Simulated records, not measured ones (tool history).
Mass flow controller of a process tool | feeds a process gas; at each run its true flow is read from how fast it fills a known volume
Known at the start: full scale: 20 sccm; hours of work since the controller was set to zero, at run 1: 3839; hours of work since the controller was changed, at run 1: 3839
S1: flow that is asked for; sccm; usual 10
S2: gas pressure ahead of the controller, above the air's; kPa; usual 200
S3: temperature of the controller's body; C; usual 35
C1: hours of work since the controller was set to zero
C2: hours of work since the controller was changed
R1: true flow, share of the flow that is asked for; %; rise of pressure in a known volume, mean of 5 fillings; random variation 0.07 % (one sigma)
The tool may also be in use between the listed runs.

{"run": 1, "day": 0.0, "S1": 10, "S2": 200, "S3": 35, "C1": 3839, "C2": 3839, "R1": 95.87}
{"run": 2, "day": 6.504, "S1": 10, "S2": 200, "S3": 35, "C1": 3959, "C2": 3959, "R1": 95.96}
{"run": 3, "day": 12.3, "S1": 5, "S2": 200, "S3": 35, "C1": 4066, "C2": 4066, "R1": 94.56}
{"run": 4, "day": 23.367, "S1": 5, "S2": 200, "S3": 35, "C1": 4271, "C2": 4271, "R1": 94.39}
{"run": 5, "day": 35.667, "S1": 5, "S2": 200, "S3": 35, "C1": 4498, "C2": 4498, "R1": 94.17}
{"run": 6, "day": 45.062, "S1": 10, "S2": 168, "S3": 35, "C1": 4671, "C2": 4671, "R1": 95.82}
{"run": 7, "day": 57.0, "S1": 10, "S2": 239, "S3": 35, "C1": 4892, "C2": 4892, "R1": 95.09}
{"run": 8, "day": 65.512, "S1": 10, "S2": 239, "S3": 35, "C1": 5049, "C2": 5049, "R1": 94.95}
{"run": 9, "day": 76.346, "S1": 10, "S2": 157, "S3": 35, "C1": 5250, "C2": 5250, "R1": 95.57}
{"run": 10, "day": 82.708, "S1": 10, "S2": 200, "S3": 36, "C1": 5367, "C2": 5367, "R1": 94.96}
{"run": 11, "day": 91.154, "S1": 10, "S2": 200, "S3": 36, "C1": 5523, "C2": 5523, "R1": 94.93}
{"run": 12, "day": 97.758, "S1": 10, "S2": 200, "S3": 36, "C1": 5645, "C2": 5645, "R1": 94.85}
{"run": 13, "day": 105.192, "S1": 13, "S2": 177, "S3": 29, "C1": 5783, "C2": 5783, "R1": 96.22}
{"run": 14, "day": 114.85, "S1": 4, "S2": 163, "S3": 22, "C1": 5961, "C2": 5961, "R1": 94.03}
{"day": 122.908, "done": "controller exchanged for a calibrated one"}
{"run": 15, "day": 124.842, "S1": 4, "S2": 163, "S3": 22, "C1": 36, "C2": 36, "R1": 98.59}
{"run": 16, "day": 133.008, "S1": 4, "S2": 163, "S3": 22, "C1": 187, "C2": 187, "R1": 98.58}
{"run": 17, "day": 139.592, "S1": 10, "S2": 175, "S3": 35, "C1": 308, "C2": 308, "R1": 97.98}
{"run": 18, "day": 146.121, "S1": 6, "S2": 210, "S3": 35, "C1": 429, "C2": 429, "R1": 97.0}
{"run": 19, "day": 152.512, "S1": 6, "S2": 210, "S3": 20, "C1": 547, "C2": 547, "R1": 98.43}

Forecast each of these 3 alternatives for the next run:
{"run": "A", "day": 163.8, "S1": 20, "S2": 200, "S3": 35, "C1": 756, "C2": 756, "R1": "?"}
{"run": "B", "day": 163.8, "S1": 11, "S2": 210, "S3": 23, "C1": 756, "C2": 756, "R1": "?"}
{"run": "C", "day": 163.8, "S1": 17, "S2": 261, "S3": 27, "C1": 756, "C2": 756, "R1": "?"}

run=A R1=98.83
run=B R1=98.68
run=C R1=98.77
Without the tool's hidden state the same runs would have given:
run=A R1=98.99
run=B R1=98.89
run=C R1=98.94
